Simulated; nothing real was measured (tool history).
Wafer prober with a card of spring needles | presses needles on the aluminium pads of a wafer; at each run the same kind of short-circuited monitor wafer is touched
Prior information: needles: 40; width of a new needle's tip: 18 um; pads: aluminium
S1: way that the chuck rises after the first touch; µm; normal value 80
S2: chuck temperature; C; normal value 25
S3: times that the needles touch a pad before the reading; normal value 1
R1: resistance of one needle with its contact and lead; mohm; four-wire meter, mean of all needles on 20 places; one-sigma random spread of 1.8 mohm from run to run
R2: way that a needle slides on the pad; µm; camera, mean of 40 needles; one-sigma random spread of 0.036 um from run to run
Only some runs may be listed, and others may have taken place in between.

{"run": 1, "hour": 0.0, "S1": 80, "S2": 25, "S3": 1, "R1": 260, "R2": 10.96}
{"hour": 2.2, "done": "tips cleaned on abrasive film"}
{"run": 2, "hour": 12.1, "S1": 80, "S2": 26, "S3": 1, "R1": 237, "R2": 11.06}
{"run": 3, "hour": 23.2, "S1": 80, "S2": 77, "S3": 1, "R1": 263, "R2": 10.99}
{"hour": 26.9, "done": "tips cleaned on abrasive film"}
{"run": 4, "hour": 33.1, "S1": 80, "S2": 40, "S3": 1, "R1": 224, "R2": 10.9}
{"run": 5, "hour": 41.8, "S1": 80, "S2": 40, "S3": 1, "R1": 250, "R2": 10.96}
{"hour": 51.6, "done": "tips cleaned on abrasive film"}
{"run": 6, "hour": 51.6, "S1": 72, "S2": 25, "S3": 1, "R1": 198, "R2": 9.87}
{"run": 7, "hour": 63.5, "S1": 72, "S2": 25, "S3": 1, "R1": 258, "R2": 9.84}
{"run": 8, "hour": 72.3, "S1": 80, "S2": 25, "S3": 2, "R1": 228, "R2": 10.97}
{"hour": 76.1, "done": "tips cleaned on abrasive film"}
{"run": 9, "hour": 83.8, "S1": 80, "S2": 25, "S3": 1, "R1": 232, "R2": 10.95}
{"run": 10, "hour": 95.1, "S1": 98, "S2": 25, "S3": 1, "R1": 231, "R2": 13.29}
{"hour": 100.8, "done": "tips cleaned on abrasive film"}
{"run": 11, "hour": 102.8, "S1": 98, "S2": 25, "S3": 1, "R1": 203, "R2": 13.39}
{"run": 12, "hour": 109.5, "S1": 98, "S2": 25, "S3": 1, "R1": 218, "R2": 13.43}
{"run": 13, "hour": 120.9, "S1": 98, "S2": 25, "S3": 1, "R1": 239, "R2": 13.44}
{"hour": 125.8, "done": "tips cleaned on abrasive film"}
{"run": 14, "hour": 128.6, "S1": 80, "S2": 25, "S3": 3, "R1": 197, "R2": 10.89}
{"run": 15, "hour": 135.0, "S1": 80, "S2": 25, "S3": 1, "R1": 233, "R2": 10.88}
{"run": 16, "hour": 142.8, "S1": 80, "S2": 25, "S3": 1, "R1": 252, "R2": 10.92}
{"hour": 150.6, "done": "tips cleaned on abrasive film"}
{"run": 17, "hour": 154.2, "S1": 81, "S2": 48, "S3": 2, "R1": 212, "R2": 10.99}
{"run": 18, "hour": 159.7, "S1": 81, "S2": 48, "S3": 2, "R1": 219, "R2": 11.01}
{"run": 19, "hour": 170.8, "S1": 87, "S2": 34, "S3": 2, "R1": 221, "R2": 11.91}
{"hour": 175.3, "done": "tips cleaned on abrasive film"}
{"run": 20, "hour": 177.8, "S1": 90, "S2": 119, "S3": 3, "R1": 210, "R2": 12.2}
{"run": 21, "hour": 184.7, "S1": 67, "S2": 119, "S3": 3, "R1": 228, "R2": 9.09}
{"run": 22, "hour": 197.0, "S1": 96, "S2": 119, "S3": 3, "R1": 223, "R2": 13.1}
{"hour": 200.4, "done": "tips cleaned on abrasive film"}
{"run": 23, "hour": 208.1, "S1": 67, "S2": 54, "S3": 1, "R1": 260, "R2": 9.06}
{"run": 24, "hour": 217.1, "S1": 67, "S2": 54, "S3": 3, "R1": 229, "R2": 9.11}

Expected results for the next run?
{"hour": 225.2, "done": "tips cleaned on abrasive film"}
{"run": 25, "hour": 228.2, "S1": 92, "S2": 54, "S3": 3, "R1": "?", "R2": "?"}

Run 25 produced R1 198 mohm, R2 12.45 µm.
Without the tool's hidden state the same run would have given R1 191 mohm, R2 12.67 µm.
